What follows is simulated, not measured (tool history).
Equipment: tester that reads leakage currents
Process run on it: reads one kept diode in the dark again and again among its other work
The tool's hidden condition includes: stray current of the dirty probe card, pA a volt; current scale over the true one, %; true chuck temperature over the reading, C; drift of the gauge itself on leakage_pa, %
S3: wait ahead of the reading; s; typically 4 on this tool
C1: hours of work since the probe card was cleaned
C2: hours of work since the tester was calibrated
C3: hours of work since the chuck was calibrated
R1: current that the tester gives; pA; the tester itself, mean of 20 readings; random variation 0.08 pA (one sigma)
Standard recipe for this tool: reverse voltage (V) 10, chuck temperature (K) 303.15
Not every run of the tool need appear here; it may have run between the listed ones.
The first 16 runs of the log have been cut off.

Run 17, hour 628.4: usual settings; C1 41; C2 1242; C3 574. Result: R1 24.67 pA.
At hour 648.6: chuck's temperature calibrated.
Run 18, hour 682.4: usual settings; C1 77; C2 1278; C3 23. Result: R1 22.22 pA.
Run 19, hour 713.3: usual settings but S3 6.96 s; C1 98; C2 1299; C3 44. Result: R1 22.22 pA.
Run 20, hour 770: usual settings but reverse voltage (V) 4.2, chuck temperature (K) 319.15, S3 6.96 s; C1 137; C2 1337; C3 83. Result: R1 56.3 pA.
Run 21, hour 817.4: usual settings but reverse voltage (V) 6.4, chuck temperature (K) 295.15, S3 4.35 s; C1 169; C2 1370; C3 115. Result: R1 10.53 pA.
Run 22, hour 860.5: usual settings but reverse voltage (V) 6.4, chuck temperature (K) 295.15, S3 4.35 s; C1 199; C2 1399; C3 145. Result: R1 10.87 pA.
Run 23, hour 887.1: usual settings but reverse voltage (V) 1.2, chuck temperature (K) 295.15, S3 0.81 s; C1 217; C2 1417; C3 163. Result: R1 5.34 pA.
Run 24, hour 943.7: usual settings but reverse voltage (V) 1.2, chuck temperature (K) 315.15, S3 1.7 s; C1 255; C2 1456; C3 202. Result: R1 26.42 pA.
Run 25, hour 969.2: usual settings but reverse voltage (V) 1.2, chuck temperature (K) 330.15, S3 1.7 s; C1 273; C2 1474; C3 219. Result: R1 82.11 pA.
Run 26, hour 1015.4: usual settings but reverse voltage (V) 1.2, chuck temperature (K) 330.15, S3 1.7 s; C1 304; C2 1505; C3 251. Result: R1 82.92 pA.
Run 27, hour 1050: usual settings but chuck temperature (K) 304.15, S3 3.49 s; C1 328; C2 1529; C3 274. Result: R1 28.9 pA.
Run 28, hour 1107.9: usual settings but chuck temperature (K) 299.15; C1 368; C2 1568; C3 314. Result: R1 21.13 pA.
Run 29, hour 1145.6: usual settings but reverse voltage (V) 18.5; C1 393; C2 1594; C3 340. Result: R1 38.92 pA.
Run 30, hour 1180.9: usual settings but reverse voltage (V) 2.5, chuck temperature (K) 310.15; C1 418; C2 1618; C3 364. Result: R1 24.88 pA.
Run 31, hour 1220.3: usual settings but reverse voltage (V) 17.7, chuck temperature (K) 320.15, S3 0.38 s; C1 445; C2 1645; C3 391. Result: R1 135.2 pA.
Run 32, hour 1245: usual settings but reverse voltage (V) 17.7, chuck temperature (K) 320.15, S3 0.38 s; C1 461; C2 1662; C3 408. Result: R1 135.47 pA.
Run 33, hour 1271.8: usual settings but chuck temperature (K) 328.15, S3 0.66 s; C1 480; C2 1680; C3 426. Result: R1 176.15 pA.
Run 34, hour 1301.1: usual settings but chuck temperature (K) 297.15, S3 3.79 s; C1 500; C2 1700; C3 446. Result: R1 20.85 pA.
Run 35, hour 1345.1: usual settings but chuck temperature (K) 297.15, S3 3.79 s; C1 530; C2 1731; C3 476. Result: R1 21.41 pA.
Run 36, hour 1394: usual settings but reverse voltage (V) 7.7, chuck temperature (K) 296.15, S3 1.28 s; C1 563; C2 1764; C3 510. Result: R1 18.72 pA.
Run 37, hour 1440.7: usual settings but reverse voltage (V) 7.7, chuck temperature (K) 296.15, S3 1.28 s; C1 595; C2 1796; C3 541. Result: R1 19.17 pA.

4 options for the next run, each taken on its own from the tool as it stands now. Forecast them:
Run A, hour 1465.3: usual settings but reverse voltage (V) 4, chuck temperature (K) 296.15, S3 1.28 s; C1 612; C2 1813; C3 558. Result: R1 ?.
Run B, hour 1465.3: usual settings but reverse voltage (V) 10.9, chuck temperature (K) 301.15, S3 2.64 s; C1 612; C2 1813; C3 558. Result: R1 ?.
Run C, hour 1465.3: usual settings but chuck temperature (K) 313.15, S3 0.7 s; C1 612; C2 1813; C3 558. Result: R1 ?.
Run D, hour 1465.3: usual settings but reverse voltage (V) 1, chuck temperature (K) 295.15, S3 0.45 s; C1 612; C2 1813; C3 558. Result: R1 ?.

run     R1
  A  12.96
  B   30.3
  C   65.7
  D   6.09
What these runs would have given with no unlogged condition in the tool:
run     R1
  A   8.51
  B  18.76
  C  50.89
  D   4.62
